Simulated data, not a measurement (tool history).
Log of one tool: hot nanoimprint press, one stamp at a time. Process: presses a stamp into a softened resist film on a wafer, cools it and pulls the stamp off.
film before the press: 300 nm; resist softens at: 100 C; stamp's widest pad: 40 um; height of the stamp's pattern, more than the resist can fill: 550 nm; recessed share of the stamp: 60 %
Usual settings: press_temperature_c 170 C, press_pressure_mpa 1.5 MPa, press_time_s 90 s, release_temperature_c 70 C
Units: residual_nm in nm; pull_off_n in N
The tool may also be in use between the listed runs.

run	hour	press_temperature_c	press_pressure_mpa	press_time_s	release_temperature_c	residual_nm	pull_off_n
1	0	170	1.5	90	70	122.3	260
2	10.4	170	1.5	90	70	121.6	259
3	26.5	170	1.5	111	70	112.6	281
4	42.4	170	1.5	111	70	112.5	277
5	53.9	161	1.5	90	70	165.3	284
6	68.7	161	1.5	90	70	166	288
7	85.8	161	1.5	90	70	166.1	293
8	94.8	170	1.5	85	70	125.6	300
9	113.9	170	1.5	85	70	125.7	302
# hour 118.6: plate thermocouple calibrated
10	133.7	170	1.5	90	66	122.5	330
11	148.6	170	1.5	90	70	122.9	315
12	165.7	170	1.5	91	70	123	323
# hour 183.2: plate thermocouple calibrated, once more
13	185	170	1.5	91	70	120.2	319
14	201.5	170	1.5	91	70	121	331
15	213.8	170	1.5	91	70	120.8	332
16	228.9	170	1.5	90	70	121.3	339
17	247.4	176	1.5	90	75	99.5	309
18	265.4	167	0.94	53	75	191.8	309
19	278.5	170	2.34	65	70	114.2	348
20	291.6	170	2.34	65	70	114.2	371
21	310.8	171	2.34	91	70	95.8	371
22	327.6	171	2.34	91	70	96.5	379
# hour 340.7: stamp cleaned and given a new release coat
23	344.2	176	1.5	53	59	124.1	295
24	358.4	176	1.5	56	61	121	276

Forecast run 25:
25	374.6	176	1.5	56	61	?	?

Run 25 gave residual_nm 121.2 nm, pull_off_n 288 N.
Without the tool's hidden state the same run would have given residual_nm 120 nm, pull_off_n 276 N.
